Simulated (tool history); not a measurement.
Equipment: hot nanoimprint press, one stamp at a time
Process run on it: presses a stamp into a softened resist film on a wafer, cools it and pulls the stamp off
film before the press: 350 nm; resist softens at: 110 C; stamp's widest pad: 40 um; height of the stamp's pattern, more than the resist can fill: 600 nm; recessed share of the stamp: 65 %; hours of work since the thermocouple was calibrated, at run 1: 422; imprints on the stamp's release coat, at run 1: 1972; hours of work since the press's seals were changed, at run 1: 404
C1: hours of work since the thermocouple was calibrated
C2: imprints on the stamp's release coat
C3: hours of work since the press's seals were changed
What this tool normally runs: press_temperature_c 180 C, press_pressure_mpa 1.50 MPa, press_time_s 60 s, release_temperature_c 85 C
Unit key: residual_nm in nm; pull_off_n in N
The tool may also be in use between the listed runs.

run 1 hour=0.0 | press_temperature_c=180 press_pressure_mpa=1.50 press_time_s=60 release_temperature_c=85 | C1=422 C2=1972 C3=404 | residual_nm=117.1 pull_off_n=186
run 2 hour=9.0 | press_temperature_c=180 press_pressure_mpa=1.50 press_time_s=60 release_temperature_c=85 | C1=428 C2=1999 C3=409 | residual_nm=118.3 pull_off_n=180
run 3 hour=20.6 | press_temperature_c=180 press_pressure_mpa=1.50 press_time_s=60 release_temperature_c=85 | C1=435 C2=2033 C3=417 | residual_nm=117.3 pull_off_n=179
run 4 hour=37.5 | press_temperature_c=180 press_pressure_mpa=1.50 press_time_s=60 release_temperature_c=85 | C1=446 C2=2082 C3=427 | residual_nm=118.3 pull_off_n=181
run 5 hour=48.8 | press_temperature_c=177 press_pressure_mpa=1.50 press_time_s=60 release_temperature_c=85 | C1=453 C2=2115 C3=434 | residual_nm=135.5 pull_off_n=179
run 6 hour=61.1 | press_temperature_c=180 press_pressure_mpa=1.50 press_time_s=117 release_temperature_c=85 | C1=460 C2=2151 C3=442 | residual_nm=87.7 pull_off_n=182
run 7 hour=73.0 | press_temperature_c=180 press_pressure_mpa=1.50 press_time_s=60 release_temperature_c=83 | C1=468 C2=2186 C3=449 | residual_nm=117.1 pull_off_n=195
run 8 hour=92.3 | press_temperature_c=180 press_pressure_mpa=1.50 press_time_s=60 release_temperature_c=85 | C1=480 C2=2243 C3=462 | residual_nm=117.5 pull_off_n=187
-- hour=108.4 stamp cleaned and given a new release coat
run 9 hour=111.4 | press_temperature_c=192 press_pressure_mpa=1.50 press_time_s=60 release_temperature_c=85 | C1=488 C2=9 C3=470 | residual_nm=65.4 pull_off_n=134
-- hour=117.7 plate thermocouple calibrated
run 10 hour=125.3 | press_temperature_c=192 press_pressure_mpa=1.50 press_time_s=60 release_temperature_c=85 | C1=5 C2=41 C3=477 | residual_nm=71.7 pull_off_n=145
run 11 hour=140.3 | press_temperature_c=180 press_pressure_mpa=1.50 press_time_s=60 release_temperature_c=85 | C1=14 C2=85 C3=486 | residual_nm=128.6 pull_off_n=141
run 12 hour=153.6 | press_temperature_c=180 press_pressure_mpa=1.50 press_time_s=60 release_temperature_c=85 | C1=22 C2=124 C3=494 | residual_nm=127.2 pull_off_n=149
run 13 hour=170.9 | press_temperature_c=180 press_pressure_mpa=1.50 press_time_s=60 release_temperature_c=85 | C1=33 C2=174 C3=505 | residual_nm=129.0 pull_off_n=155
run 14 hour=191.9 | press_temperature_c=180 press_pressure_mpa=1.50 press_time_s=60 release_temperature_c=85 | C1=46 C2=236 C3=518 | residual_nm=128.2 pull_off_n=156
run 15 hour=207.2 | press_temperature_c=180 press_pressure_mpa=1.48 press_time_s=60 release_temperature_c=85 | C1=56 C2=280 C3=528 | residual_nm=129.5 pull_off_n=149
run 16 hour=224.8 | press_temperature_c=174 press_pressure_mpa=1.50 press_time_s=60 release_temperature_c=85 | C1=67 C2=332 C3=539 | residual_nm=171.5 pull_off_n=158
run 17 hour=234.8 | press_temperature_c=185 press_pressure_mpa=1.50 press_time_s=60 release_temperature_c=85 | C1=73 C2=361 C3=545 | residual_nm=99.2 pull_off_n=152
run 18 hour=253.3 | press_temperature_c=178 press_pressure_mpa=1.50 press_time_s=54 release_temperature_c=85 | C1=85 C2=415 C3=557 | residual_nm=146.7 pull_off_n=156

Predict the results of run 19:
run 19 hour=273.1 | press_temperature_c=178 press_pressure_mpa=1.50 press_time_s=54 release_temperature_c=85 | C1=97 C2=473 C3=569 | residual_nm=? pull_off_n=?

residual_nm: 146.0 nm
pull_off_n: 156 N
Without the tool's hidden state the same run would have given residual_nm 144.7 nm, pull_off_n 147 N.

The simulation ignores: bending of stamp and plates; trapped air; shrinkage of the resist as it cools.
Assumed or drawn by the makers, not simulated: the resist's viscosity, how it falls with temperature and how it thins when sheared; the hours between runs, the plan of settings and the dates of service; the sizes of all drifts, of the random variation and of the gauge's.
